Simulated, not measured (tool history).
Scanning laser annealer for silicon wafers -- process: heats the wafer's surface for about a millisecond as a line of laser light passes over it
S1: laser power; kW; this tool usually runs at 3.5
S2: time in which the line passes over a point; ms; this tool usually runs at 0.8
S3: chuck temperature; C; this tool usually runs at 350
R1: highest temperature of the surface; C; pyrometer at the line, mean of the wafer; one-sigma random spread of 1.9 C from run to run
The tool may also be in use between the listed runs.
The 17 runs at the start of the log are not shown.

run,hour,S1,S2,S3,R1
18,127.7,3.5,0.8,325,1106
19,132.4,3.5,0.625,350,1026
20,138.4,3.5,0.8,350,1130
21,142.7,3.5,0.8,377,1155
22,150.1,3.5,0.8,377,1156
23,157.9,3.289,0.639,350,990
24,164,3.289,0.639,350,991
25,172.1,3.289,0.639,350,993
26,178.9,3.514,0.639,380,1068
27,188.7,3.317,0.8,348,1083
28,196.1,3.073,0.587,331,901
29,202.2,3.7,0.622,327,1043
30,210.7,3.78,0.813,350,1202
31,216.3,3.376,0.916,380,1188
32,226.6,3.376,0.916,380,1191
33,233.1,3.103,0.844,341,1049
34,237.4,3.447,0.844,341,1129
35,245.9,3.227,0.8,322,1036
36,253.1,3.202,0.568,382,969
37,258.3,3.494,0.706,364,1087
38,265.8,3.494,0.644,313,999
39,273.2,3.439,0.868,386,1182
40,278.9,3.55,0.602,355,1028

Below are 4 alternative next runs, each starting from the tool's condition after run 40. Predict each:
A,285.7,3.307,0.875,331,?
B,285.7,3.158,0.8,361,?
C,285.7,3.177,0.613,355,?
D,285.7,3.5,0.591,384,?

run,R1
A,1103
B,1059
C,959
D,1040
With no hidden state in the tool, these same runs would have given:
run,R1
A,1103
B,1059
C,959
D,1040
